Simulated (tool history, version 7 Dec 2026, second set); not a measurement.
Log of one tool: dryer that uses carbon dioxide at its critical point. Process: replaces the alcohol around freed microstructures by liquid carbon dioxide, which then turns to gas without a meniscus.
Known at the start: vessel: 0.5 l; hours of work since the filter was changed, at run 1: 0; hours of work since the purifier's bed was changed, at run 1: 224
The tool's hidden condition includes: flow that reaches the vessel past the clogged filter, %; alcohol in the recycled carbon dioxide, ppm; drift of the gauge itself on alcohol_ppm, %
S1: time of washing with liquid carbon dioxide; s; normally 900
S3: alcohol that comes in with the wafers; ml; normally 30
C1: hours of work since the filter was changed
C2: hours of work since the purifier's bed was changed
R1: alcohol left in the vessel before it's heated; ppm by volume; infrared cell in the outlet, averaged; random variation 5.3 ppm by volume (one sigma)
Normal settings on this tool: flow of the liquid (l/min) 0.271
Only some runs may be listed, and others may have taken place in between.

{"run": 1, "hour": 0.0, "S1": 900, "flow of the liquid (l/min)": 0.271, "S3": 30, "C1": 0, "C2": 224, "R1": 135}
{"run": 2, "hour": 14.1, "S1": 900, "flow of the liquid (l/min)": 0.271, "S3": 20, "C1": 10, "C2": 234, "R1": 102}
{"run": 3, "hour": 25.6, "S1": 780, "flow of the liquid (l/min)": 0.271, "S3": 20, "C1": 18, "C2": 242, "R1": 227}
{"run": 4, "hour": 33.0, "S1": 900, "flow of the liquid (l/min)": 0.343, "S3": 30, "C1": 24, "C2": 247, "R1": 51}
{"run": 5, "hour": 43.5, "S1": 900, "flow of the liquid (l/min)": 0.271, "S3": 40, "C1": 31, "C2": 255, "R1": 202}
{"run": 6, "hour": 54.2, "S1": 900, "flow of the liquid (l/min)": 0.271, "S3": 21, "C1": 39, "C2": 262, "R1": 127}
{"run": 7, "hour": 67.7, "S1": 900, "flow of the liquid (l/min)": 0.271, "S3": 21, "C1": 48, "C2": 272, "R1": 127}
{"run": 8, "hour": 80.9, "S1": 900, "flow of the liquid (l/min)": 0.271, "S3": 21, "C1": 58, "C2": 281, "R1": 133}
{"run": 9, "hour": 91.1, "S1": 900, "flow of the liquid (l/min)": 0.271, "S3": 120, "C1": 65, "C2": 289, "R1": 636}
{"run": 10, "hour": 99.3, "S1": 1380, "flow of the liquid (l/min)": 0.271, "S3": 120, "C1": 71, "C2": 294, "R1": 54}
{"run": 11, "hour": 113.9, "S1": 900, "flow of the liquid (l/min)": 0.3, "S3": 30, "C1": 81, "C2": 305, "R1": 117}
{"run": 12, "hour": 127.6, "S1": 900, "flow of the liquid (l/min)": 0.3, "S3": 30, "C1": 91, "C2": 315, "R1": 126}
{"run": 13, "hour": 139.8, "S1": 900, "flow of the liquid (l/min)": 0.3, "S3": 30, "C1": 100, "C2": 323, "R1": 130}
{"run": 14, "hour": 154.2, "S1": 900, "flow of the liquid (l/min)": 0.271, "S3": 30, "C1": 110, "C2": 334, "R1": 205}
{"run": 15, "hour": 161.5, "S1": 900, "flow of the liquid (l/min)": 0.271, "S3": 30, "C1": 115, "C2": 339, "R1": 205}
{"run": 16, "hour": 168.1, "S1": 900, "flow of the liquid (l/min)": 0.271, "S3": 30, "C1": 120, "C2": 344, "R1": 210}
{"run": 17, "hour": 174.5, "S1": 900, "flow of the liquid (l/min)": 0.271, "S3": 30, "C1": 125, "C2": 348, "R1": 217}
{"run": 18, "hour": 181.3, "S1": 900, "flow of the liquid (l/min)": 0.271, "S3": 30, "C1": 130, "C2": 353, "R1": 228}
{"run": 19, "hour": 190.2, "S1": 900, "flow of the liquid (l/min)": 0.33, "S3": 30, "C1": 136, "C2": 359, "R1": 91}
{"run": 20, "hour": 202.1, "S1": 900, "flow of the liquid (l/min)": 0.33, "S3": 30, "C1": 144, "C2": 368, "R1": 99}
{"run": 21, "hour": 215.3, "S1": 900, "flow of the liquid (l/min)": 0.33, "S3": 30, "C1": 154, "C2": 377, "R1": 105}
{"run": 22, "hour": 229.6, "S1": 900, "flow of the liquid (l/min)": 0.259, "S3": 43, "C1": 164, "C2": 388, "R1": 448}
{"run": 23, "hour": 237.2, "S1": 1260, "flow of the liquid (l/min)": 0.376, "S3": 20, "C1": 169, "C2": 393, "R1": 44}
{"run": 24, "hour": 245.3, "S1": 1260, "flow of the liquid (l/min)": 0.376, "S3": 20, "C1": 175, "C2": 399, "R1": 46}

What does the tool deliver on the next run?
{"run": 25, "hour": 259.4, "S1": 1260, "flow of the liquid (l/min)": 0.376, "S3": 42, "C1": 185, "C2": 409, "R1": "?"}

For run 25 the tool returned R1 46 ppm by volume.
Minus the tool's unlogged condition, the same run would have read R1 9 ppm by volume.
